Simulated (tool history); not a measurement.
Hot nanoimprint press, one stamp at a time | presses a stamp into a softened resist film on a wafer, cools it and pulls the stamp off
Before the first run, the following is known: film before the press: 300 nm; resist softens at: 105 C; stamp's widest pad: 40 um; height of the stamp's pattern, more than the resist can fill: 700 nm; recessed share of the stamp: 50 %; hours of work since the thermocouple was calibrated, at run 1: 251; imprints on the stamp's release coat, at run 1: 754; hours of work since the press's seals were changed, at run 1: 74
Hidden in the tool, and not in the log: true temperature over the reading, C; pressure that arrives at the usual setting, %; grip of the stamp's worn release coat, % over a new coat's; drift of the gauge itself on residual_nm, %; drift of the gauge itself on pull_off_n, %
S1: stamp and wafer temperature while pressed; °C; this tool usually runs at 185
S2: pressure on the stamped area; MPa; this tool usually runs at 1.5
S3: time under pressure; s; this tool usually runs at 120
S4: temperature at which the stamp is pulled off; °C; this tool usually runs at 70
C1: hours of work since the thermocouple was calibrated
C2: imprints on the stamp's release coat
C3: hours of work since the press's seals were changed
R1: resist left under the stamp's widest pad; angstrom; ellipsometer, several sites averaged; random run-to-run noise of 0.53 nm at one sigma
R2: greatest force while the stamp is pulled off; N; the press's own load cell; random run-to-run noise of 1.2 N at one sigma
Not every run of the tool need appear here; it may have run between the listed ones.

run   hour   S1    S2   S3  S4   C1   C2   C3    R1   R2
  1      0  185   1.5  120  70  251  754   74  1742  121
  2    9.9  185   1.5  120  70  255  784   79  1730  121
  3   20.3  185   1.5  120  70  260  815   83  1737  123
  4     25  185  1.47  120  70  262  829   85  1754  124
  5   32.8  185  1.47  120  70  265  852   89  1753  125
  6   43.2  185  1.47  120  70  270  884   94  1758  125
  7   49.8  185  1.74  120  70  273  903   97  1613  123
  8   54.6  185   1.5  120  70  275  918   99  1731  125
  9   59.5  185   1.5  120  70  277  932  101  1743  123
      73.2  -- stamp cleaned and given a new release coat
 10   74.3  185   1.5  120  70  281    4  105  1751  102
 11   78.9  185   1.5  120  70  283   18  107  1741  102
 12   88.5  182  2.29  120  70  288   46  111  1555  102
 13     97  182  2.29  120  70  291   72  115  1559  103
 14  107.4  185  1.87  107  63  296  103  120  1618  124
 15  114.6  185   1.5  201  71  299  124  123  1503  101
 16  119.6  185   1.5  201  71  302  139  125  1497  103
 17  124.1  179  1.25  160  67  304  153  127  2096  113
 18  130.3  185   1.5   84  70  306  171  130  1924  105
 19  138.7  190  0.94   84  70  310  197  134  2060  107
 20  149.3  185   1.5  174  70  315  228  139  1571  106
 21  154.4  185  1.54  174  77  317  243  141  1546   89
 22    160  184  1.54  174  77  320  260  143  1599   89

5 options for the next run, each taken on its own from the tool as it stands now. Forecast them:
  A  168.6  192  1.54  174  69  324  286  147   ?   ?
  B  168.6  193  1.39  120  70  324  286  147   ?   ?
  C  168.6  177   1.5   84  70  324  286  147   ?   ?
  D  168.6  190  1.54   75  61  324  286  147   ?   ?
  E  168.6  194  1.31  189  70  324  286  147   ?   ?

run    R1   R2
  A  1238  112
  B  1423  110
  C  2352  111
  D  1716  137
  E  1240  109
Without the tool's unlogged condition, the same runs would have read:
run    R1   R2
  A  1197  103
  B  1380  100
  C  2301  101
  D  1666  126
  E  1201  100
